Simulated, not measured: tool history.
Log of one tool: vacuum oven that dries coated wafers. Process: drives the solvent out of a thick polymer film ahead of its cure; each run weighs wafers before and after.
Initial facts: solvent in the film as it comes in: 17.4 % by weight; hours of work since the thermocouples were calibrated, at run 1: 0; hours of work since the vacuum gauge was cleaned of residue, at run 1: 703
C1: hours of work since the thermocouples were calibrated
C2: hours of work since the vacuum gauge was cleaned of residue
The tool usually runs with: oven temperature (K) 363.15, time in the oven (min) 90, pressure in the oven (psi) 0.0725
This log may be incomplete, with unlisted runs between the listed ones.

run 1 hour=0.0 | oven_temperature_(K)=363.15 time_in_the_oven_(min)=90 pressure_in_the_oven_(psi)=0.0725 | C1=0 C2=703 | solvent_left_in_the_film_(%)=1.36
run 2 hour=23.8 | oven_temperature_(K)=363.15 time_in_the_oven_(min)=70 pressure_in_the_oven_(psi)=0.0725 | C1=11 C2=714 | solvent_left_in_the_film_(%)=2.07
run 3 hour=59.9 | oven_temperature_(K)=363.15 time_in_the_oven_(min)=70 pressure_in_the_oven_(psi)=0.0725 | C1=28 C2=731 | solvent_left_in_the_film_(%)=2.08
run 4 hour=89.6 | oven_temperature_(K)=363.15 time_in_the_oven_(min)=70 pressure_in_the_oven_(psi)=0.0687 | C1=42 C2=745 | solvent_left_in_the_film_(%)=1.98
run 5 hour=143.8 | oven_temperature_(K)=363.15 time_in_the_oven_(min)=70 pressure_in_the_oven_(psi)=0.2566 | C1=68 C2=771 | solvent_left_in_the_film_(%)=3.68
run 6 hour=172.7 | oven_temperature_(K)=363.15 time_in_the_oven_(min)=142 pressure_in_the_oven_(psi)=0.0725 | C1=82 C2=785 | solvent_left_in_the_film_(%)=0.80
run 7 hour=214.1 | oven_temperature_(K)=363.15 time_in_the_oven_(min)=90 pressure_in_the_oven_(psi)=0.1403 | C1=102 C2=804 | solvent_left_in_the_film_(%)=2.01
run 8 hour=253.6 | oven_temperature_(K)=363.15 time_in_the_oven_(min)=90 pressure_in_the_oven_(psi)=0.1403 | C1=120 C2=823 | solvent_left_in_the_film_(%)=1.97

Forecast run 9:
run 9 hour=296.9 | oven_temperature_(K)=363.15 time_in_the_oven_(min)=90 pressure_in_the_oven_(psi)=0.1403 | C1=141 C2=844 | solvent_left_in_the_film_(%)=?

Run 9 came out at solvent left in the film (%) 2.03.
Without the tool's hidden state the same run would have given solvent left in the film (%) 2.01.
